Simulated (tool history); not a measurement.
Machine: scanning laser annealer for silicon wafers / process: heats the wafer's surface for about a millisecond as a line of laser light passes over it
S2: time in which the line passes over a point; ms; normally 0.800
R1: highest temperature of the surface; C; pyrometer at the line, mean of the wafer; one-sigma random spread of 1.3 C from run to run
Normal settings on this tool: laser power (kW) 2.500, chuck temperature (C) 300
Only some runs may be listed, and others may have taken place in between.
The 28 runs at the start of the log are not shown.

run 29 day=49.179 | laser_power_(kW)=2.402 S2=0.777 chuck_temperature_(C)=326 | R1=1010
run 30 day=51.204 | laser_power_(kW)=2.372 S2=0.954 chuck_temperature_(C)=314 | R1=1068
run 31 day=53.667 | laser_power_(kW)=2.372 S2=0.954 chuck_temperature_(C)=314 | R1=1068
run 32 day=56.050 | laser_power_(kW)=2.303 S2=0.973 chuck_temperature_(C)=304 | R1=1037
run 33 day=58.533 | laser_power_(kW)=2.303 S2=0.973 chuck_temperature_(C)=304 | R1=1037
run 34 day=60.500 | laser_power_(kW)=2.303 S2=0.973 chuck_temperature_(C)=304 | R1=1035
run 35 day=62.096 | laser_power_(kW)=2.500 S2=0.971 chuck_temperature_(C)=300 | R1=1114
run 36 day=63.888 | laser_power_(kW)=2.198 S2=0.971 chuck_temperature_(C)=300 | R1=989
run 37 day=65.371 | laser_power_(kW)=2.325 S2=0.821 chuck_temperature_(C)=312 | R1=988
run 38 day=66.842 | laser_power_(kW)=2.325 S2=0.915 chuck_temperature_(C)=327 | R1=1042
run 39 day=68.683 | laser_power_(kW)=2.212 S2=0.867 chuck_temperature_(C)=312 | R1=964
run 40 day=70.679 | laser_power_(kW)=2.212 S2=0.867 chuck_temperature_(C)=312 | R1=966

5 ways to go on from here, each from the tool as it stands after run 40. What would each give?
run A day=73.242 | laser_power_(kW)=2.136 S2=0.834 chuck_temperature_(C)=300 | R1=?
run B day=73.242 | laser_power_(kW)=2.727 S2=0.867 chuck_temperature_(C)=312 | R1=?
run C day=73.242 | laser_power_(kW)=2.525 S2=0.989 chuck_temperature_(C)=312 | R1=?
run D day=73.242 | laser_power_(kW)=2.727 S2=0.646 chuck_temperature_(C)=300 | R1=?
run E day=73.242 | laser_power_(kW)=2.236 S2=0.800 chuck_temperature_(C)=315 | R1=?

run=A R1=912
run=B R1=1167
run=C R1=1142
run=D R1=1028
run=E R1=950
Without the tool's unlogged condition, the same runs would have read:
run=A R1=914
run=B R1=1169
run=C R1=1143
run=D R1=1029
run=E R1=952
